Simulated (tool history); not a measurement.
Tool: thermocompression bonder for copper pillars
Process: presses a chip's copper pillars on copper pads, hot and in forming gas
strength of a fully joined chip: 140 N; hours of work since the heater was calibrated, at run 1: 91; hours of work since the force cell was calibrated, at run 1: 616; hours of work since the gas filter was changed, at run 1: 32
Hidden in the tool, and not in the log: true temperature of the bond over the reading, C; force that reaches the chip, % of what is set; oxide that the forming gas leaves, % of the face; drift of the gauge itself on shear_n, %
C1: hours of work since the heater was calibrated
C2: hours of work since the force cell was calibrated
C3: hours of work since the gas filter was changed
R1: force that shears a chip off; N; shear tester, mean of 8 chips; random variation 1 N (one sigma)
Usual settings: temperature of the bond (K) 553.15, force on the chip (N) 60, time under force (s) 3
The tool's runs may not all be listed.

Run 1, hour 0.0: usual settings; C1 91; C2 616; C3 32. Result: R1 85.5 N.
Run 2, hour 5.7: usual settings but force on the chip (N) 66; C1 95; C2 620; C3 36. Result: R1 91.5 N.
Run 3, hour 13.9: usual settings but force on the chip (N) 66; C1 101; C2 627; C3 43. Result: R1 90.2 N.
Run 4, hour 21.5: usual settings but force on the chip (N) 66; C1 107; C2 633; C3 49. Result: R1 92.1 N.
Run 5, hour 30.3: usual settings but force on the chip (N) 66; C1 114; C2 639; C3 55. Result: R1 89.5 N.
Run 6, hour 36.3: usual settings but force on the chip (N) 66; C1 119; C2 644; C3 60. Result: R1 89.8 N.
Run 7, hour 42.5: usual settings but force on the chip (N) 40; C1 123; C2 649; C3 65. Result: R1 56.9 N.
Run 8, hour 47.5: usual settings but force on the chip (N) 65; C1 127; C2 653; C3 69. Result: R1 86.4 N.
Run 9, hour 54.0: usual settings but force on the chip (N) 65, time under force (s) 4; C1 132; C2 658; C3 74. Result: R1 94.1 N.
Run 10, hour 60.4: usual settings but force on the chip (N) 65, time under force (s) 4; C1 137; C2 663; C3 79. Result: R1 94.4 N.
Run 11, hour 66.9: usual settings but temperature of the bond (K) 537.15, time under force (s) 9; C1 142; C2 668; C3 84. Result: R1 91.9 N.
Run 12, hour 74.6: usual settings but temperature of the bond (K) 552.15, force on the chip (N) 41, time under force (s) 2; C1 148; C2 674; C3 90. Result: R1 48.5 N.
Run 13, hour 80.1: usual settings but force on the chip (N) 64; C1 153; C2 678; C3 94. Result: R1 84.1 N.
Run 14, hour 86.1: usual settings but temperature of the bond (K) 526.15, force on the chip (N) 45, time under force (s) 5; C1 157; C2 682; C3 99. Result: R1 48.9 N.
Run 15, hour 94.8: usual settings but temperature of the bond (K) 526.15, force on the chip (N) 45, time under force (s) 5; C1 164; C2 689; C3 105. Result: R1 48.5 N.
Run 16, hour 99.4: usual settings but temperature of the bond (K) 542.15, time under force (s) 6; C1 167; C2 693; C3 109. Result: R1 85.8 N.

5 ways to go on from here, each from the tool as it stands after run 16. What would each give?
Run A, hour 109.0: usual settings but temperature of the bond (K) 547.15, force on the chip (N) 67, time under force (s) 6; C1 175; C2 700; C3 116. Result: R1 ?.
Run B, hour 109.0: usual settings but temperature of the bond (K) 542.15, time under force (s) 8; C1 175; C2 700; C3 116. Result: R1 ?.
Run C, hour 109.0: usual settings but temperature of the bond (K) 537.15, time under force (s) 4; C1 175; C2 700; C3 116. Result: R1 ?.
Run D, hour 109.0: usual settings but temperature of the bond (K) 542.15, force on the chip (N) 76, time under force (s) 6; C1 175; C2 700; C3 116. Result: R1 ?.
Run E, hour 109.0: usual settings but temperature of the bond (K) 526.15, force on the chip (N) 47, time under force (s) 4; C1 175; C2 700; C3 116. Result: R1 ?.

run     R1
  A   97.0
  B   90.1
  C   71.1
  D  100.7
  E   46.4
Without the tool's hidden state the same runs would have given:
run     R1
  A  111.3
  B  104.0
  C   83.6
  D  115.5
  E   55.7
